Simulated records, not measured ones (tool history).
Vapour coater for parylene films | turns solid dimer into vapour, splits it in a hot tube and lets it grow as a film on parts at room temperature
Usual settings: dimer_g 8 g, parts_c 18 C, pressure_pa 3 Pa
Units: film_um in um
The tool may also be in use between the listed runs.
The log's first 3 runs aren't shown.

Run 4, hour 57: usual settings but pressure_pa 4.09 Pa. Result: film_um 4.43 um.
Run 5, hour 80: usual settings but parts_c 29 C, pressure_pa 4.09 Pa. Result: film_um 2.8 um.
Run 6, hour 99.9: usual settings. Result: film_um 4.75 um.
Run 7, hour 125.8: usual settings but dimer_g 10 g. Result: film_um 5.97 um.
Run 8, hour 136.5: usual settings. Result: film_um 4.73 um.
Run 9, hour 156.4: usual settings but parts_c 12 C. Result: film_um 6.11 um.
Run 10, hour 179.6: usual settings but parts_c 12 C. Result: film_um 6.13 um.
Run 11, hour 193.8: usual settings but parts_c 12 C. Result: film_um 6.13 um.
Run 12, hour 212: usual settings but parts_c 12 C. Result: film_um 6.04 um.
Run 13, hour 232: usual settings but parts_c 12 C. Result: film_um 6.12 um.
Run 14, hour 254.2: usual settings but pressure_pa 2.27 Pa. Result: film_um 5.02 um.
Run 15, hour 269.7: usual settings but pressure_pa 2.26 Pa. Result: film_um 4.96 um.
Run 16, hour 288.2: usual settings but pressure_pa 8.8 Pa. Result: film_um 3.76 um.
At hour 307: trap's valve overhauled.
Run 17, hour 312.3: usual settings. Result: film_um 5.04 um.
Run 18, hour 332.9: usual settings. Result: film_um 5.08 um.
Run 19, hour 354.8: usual settings but parts_c 21 C. Result: film_um 4.45 um.
Run 20, hour 379.8: usual settings but dimer_g 6 g, parts_c 28 C, pressure_pa 2.11 Pa. Result: film_um 2.67 um.
Run 21, hour 393.7: usual settings but dimer_g 6 g, parts_c 28 C, pressure_pa 2.11 Pa. Result: film_um 2.66 um.
Run 22, hour 416.8: usual settings but dimer_g 6 g, parts_c 28 C, pressure_pa 2.11 Pa. Result: film_um 2.68 um.
Run 23, hour 441.1: usual settings but parts_c 14 C. Result: film_um 5.96 um.
Run 24, hour 452.5: usual settings but dimer_g 4 g, pressure_pa 11.86 Pa. Result: film_um 1.9 um.

Forecast run 25:
Run 25, hour 473.9: usual settings but dimer_g 5 g, parts_c 29 C, pressure_pa 5.04 Pa. Result: film_um ?.

film_um: 1.79 um
Without the tool's hidden state the same run would have given film_um 1.72 um.
